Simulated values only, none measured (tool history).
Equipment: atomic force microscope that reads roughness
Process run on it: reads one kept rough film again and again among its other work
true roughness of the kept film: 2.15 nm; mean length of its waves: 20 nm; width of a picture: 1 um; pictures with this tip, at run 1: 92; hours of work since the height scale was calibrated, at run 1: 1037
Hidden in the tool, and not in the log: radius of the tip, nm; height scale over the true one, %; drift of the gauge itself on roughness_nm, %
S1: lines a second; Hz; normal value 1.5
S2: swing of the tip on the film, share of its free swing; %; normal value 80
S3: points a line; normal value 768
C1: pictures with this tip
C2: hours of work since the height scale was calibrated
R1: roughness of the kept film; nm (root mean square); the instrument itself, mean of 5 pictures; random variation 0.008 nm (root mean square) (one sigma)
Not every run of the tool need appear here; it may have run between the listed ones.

{"run": 1, "hour": 0.0, "S1": 1.5, "S2": 80, "S3": 768, "C1": 92, "C2": 1037, "R1": 1.723}
{"run": 2, "hour": 41.0, "S1": 1.5, "S2": 79, "S3": 768, "C1": 156, "C2": 1056, "R1": 1.724}
{"hour": 64.7, "done": "new tip fitted"}
{"run": 3, "hour": 100.4, "S1": 1.5, "S2": 79, "S3": 768, "C1": 56, "C2": 1084, "R1": 1.738}
{"run": 4, "hour": 130.3, "S1": 1.5, "S2": 79, "S3": 768, "C1": 102, "C2": 1098, "R1": 1.73}
{"hour": 185.4, "done": "new tip fitted"}
{"run": 5, "hour": 189.2, "S1": 1.5, "S2": 80, "S3": 768, "C1": 5, "C2": 1125, "R1": 1.718}
{"run": 6, "hour": 220.2, "S1": 1.5, "S2": 80, "S3": 768, "C1": 54, "C2": 1139, "R1": 1.704}
{"run": 7, "hour": 264.8, "S1": 3.3, "S2": 80, "S3": 768, "C1": 123, "C2": 1160, "R1": 1.596}
{"hour": 307.8, "done": "new tip fitted"}
{"run": 8, "hour": 308.6, "S1": 3.3, "S2": 80, "S3": 768, "C1": 1, "C2": 1180, "R1": 1.598}
{"run": 9, "hour": 341.0, "S1": 1.47, "S2": 80, "S3": 768, "C1": 52, "C2": 1195, "R1": 1.739}
{"run": 10, "hour": 392.4, "S1": 1.47, "S2": 80, "S3": 768, "C1": 132, "C2": 1219, "R1": 1.718}
{"hour": 432.3, "done": "new tip fitted"}
{"run": 11, "hour": 441.4, "S1": 3.29, "S2": 66, "S3": 450, "C1": 15, "C2": 1242, "R1": 1.715}
{"run": 12, "hour": 469.1, "S1": 2.45, "S2": 90, "S3": 508, "C1": 58, "C2": 1255, "R1": 1.526}
{"run": 13, "hour": 516.2, "S1": 2.4, "S2": 77, "S3": 843, "C1": 131, "C2": 1277, "R1": 1.686}
{"run": 14, "hour": 542.2, "S1": 0.67, "S2": 80, "S3": 257, "C1": 172, "C2": 1289, "R1": 1.741}
{"hour": 554.7, "done": "new tip fitted"}
{"run": 15, "hour": 589.9, "S1": 1.11, "S2": 69, "S3": 322, "C1": 54, "C2": 1311, "R1": 1.781}
{"run": 16, "hour": 625.7, "S1": 1.11, "S2": 73, "S3": 322, "C1": 110, "C2": 1328, "R1": 1.754}
{"run": 17, "hour": 664.4, "S1": 1.11, "S2": 78, "S3": 329, "C1": 171, "C2": 1346, "R1": 1.728}
{"hour": 676.2, "done": "new tip fitted"}
{"run": 18, "hour": 707.1, "S1": 0.57, "S2": 56, "S3": 376, "C1": 49, "C2": 1366, "R1": 1.819}
{"run": 19, "hour": 741.3, "S1": 1.5, "S2": 88, "S3": 420, "C1": 102, "C2": 1382, "R1": 1.644}

5 ways to go on from here, each from the tool as it stands after run 19. What would each give?
{"run": "A", "hour": 778.5, "S1": 0.96, "S2": 66, "S3": 474, "C1": 160, "C2": 1399, "R1": "?"}
{"run": "B", "hour": 778.5, "S1": 1.5, "S2": 63, "S3": 768, "C1": 160, "C2": 1399, "R1": "?"}
{"run": "C", "hour": 778.5, "S1": 0.5, "S2": 56, "S3": 429, "C1": 160, "C2": 1399, "R1": "?"}
{"run": "D", "hour": 778.5, "S1": 1.2, "S2": 88, "S3": 420, "C1": 160, "C2": 1399, "R1": "?"}
{"run": "E", "hour": 778.5, "S1": 1.5, "S2": 69, "S3": 768, "C1": 160, "C2": 1399, "R1": "?"}

run=A R1=1.793
run=B R1=1.8
run=C R1=1.844
run=D R1=1.68
run=E R1=1.774
Take away the tool's hidden state, keep each run's random variation, and the runs would have read:
run=A R1=1.797
run=B R1=1.804
run=C R1=1.848
run=D R1=1.684
run=E R1=1.778
